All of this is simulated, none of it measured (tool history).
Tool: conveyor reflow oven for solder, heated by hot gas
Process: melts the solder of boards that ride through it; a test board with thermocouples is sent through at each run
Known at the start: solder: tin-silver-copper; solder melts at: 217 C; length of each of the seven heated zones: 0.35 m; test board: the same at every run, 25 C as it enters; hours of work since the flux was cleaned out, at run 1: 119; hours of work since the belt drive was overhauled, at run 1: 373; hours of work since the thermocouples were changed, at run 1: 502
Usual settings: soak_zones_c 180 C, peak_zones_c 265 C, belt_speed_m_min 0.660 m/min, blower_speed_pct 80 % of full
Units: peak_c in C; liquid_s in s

run    hour  soak_zones_c  peak_zones_c  belt_speed_m_min  blower_speed_pct  hours of work since the flux was cleaned out  hours of work since the belt drive was overhauled  hours of work since the thermocouples were changed  peak_c  liquid_s
  1     0.0           180           265             0.660                80                                           119                                                373                                                 502   251.7      50.3
  2    72.7           180           265             0.758                80                                           157                                                411                                                 540   247.8      40.4
  3   129.4           180           265             0.758                80                                           187                                                441                                                 570   247.6      40.3
      155.8  -- flux residue cleaned out of gas plates and filters
  4   185.1           180           265             0.660                80                                            15                                                467                                                 597   252.9      51.0
  5   263.8           180           273             0.660                80                                            57                                                508                                                 638   259.1      54.3
  6   355.3           180           265             0.660                80                                           104                                                556                                                 686   251.9      50.5
  7   402.3           180           265             0.660                80                                           129                                                581                                                 710   251.9      50.2
  8   479.1           180           268             0.660                80                                           169                                                621                                                 750   252.9      51.2
      531.2  -- flux residue cleaned out of gas plates and filters
  9   531.2           181           268             0.660                80                                             0                                                646                                                 775   254.9      52.4
 10   575.7           180           265             0.660                80                                            23                                                669                                                 798   251.5      50.8
 11   617.4           180           265             0.660                80                                            45                                                691                                                 820   251.7      50.4
 12   697.6           171           265             0.660                80                                            87                                                733                                                 862   250.1      47.0
 13   746.3           171           265             0.660                80                                           113                                                758                                                 888   250.2      46.9
 14   833.3           171           265             0.660                80                                           158                                                804                                                 933   248.5      46.6
 15   873.1           171           265             0.660                80                                           179                                                825                                                 954   250.2      46.1
      909.8  -- flux residue cleaned out of gas plates and filters
 16   952.3           171           265             0.660                80                                            22                                                864                                                 993   249.9      47.0
 17  1028.1           170           258             0.660                63                                            62                                                903                                                1032   240.6      39.8
 18  1102.4           170           258             0.660                63                                           101                                                942                                                1071   240.4      38.9
 19  1177.3           170           258             0.660                63                                           140                                                981                                                1111   239.9      38.9
 20  1269.8           170           258             0.660                63                                           188                                               1030                                                1159   240.3      38.4
     1289.9  -- flux residue cleaned out of gas plates and filters
 21  1315.8           180           265             0.674                81                                            14                                               1051                                                1180   250.6      48.8
     1366.1  -- thermocouples of zones 6 and 7 changed
 22  1368.8           180           265             0.660                63                                            40                                               1078                                                   1   252.0      50.4
 23  1458.4           180           274             0.660                80                                            87                                               1125                                                  48   261.3      55.4
 24  1522.4           180           274             0.660                80                                           121                                               1158                                                  82   261.5      55.1
 25  1568.1           180           260             0.660                80                                           144                                               1182                                                 106   249.6      49.1
 26  1611.3           180           265             0.788                70                                           167                                               1205                                                 128   246.4      38.0
     1669.5  -- flux residue cleaned out of gas plates and filters
 27  1679.7           167           265             0.660                80                                             5                                               1238                                                 161   252.4      47.3
 28  1771.2           180           265             0.725                50                                            53                                               1286                                                 209   244.9      40.8
 29  1836.7           172           265             0.691                63                                            87                                               1320                                                 244   247.9      43.2

4 ways to go on from here, each from the tool as it stands after run 29. What would each give?
     1847.0  -- belt drive overhauled, speed set with a stopwatch
  A  1906.0           172           279             0.560                77                                           122                                                 31                                                 278       ?         ?
     1847.0  -- belt drive overhauled, speed set with a stopwatch
  B  1906.0           180           265             0.660                77                                           122                                                 31                                                 278       ?         ?
     1847.0  -- belt drive overhauled, speed set with a stopwatch
  C  1906.0           180           265             0.660                76                                           122                                                 31                                                 278       ?         ?
     1847.0  -- belt drive overhauled, speed set with a stopwatch
  D  1906.0           180           279             0.542                80                                           122                                                 31                                                 278       ?         ?

run  peak_c  liquid_s
  A   268.0      65.7
  B   251.9      49.7
  C   252.4      50.1
  D   269.8      70.8
Without the tool's hidden state the same runs would have given:
run  peak_c  liquid_s
  A   269.5      66.5
  B   253.4      50.8
  C   253.9      51.1
  D   271.1      71.5
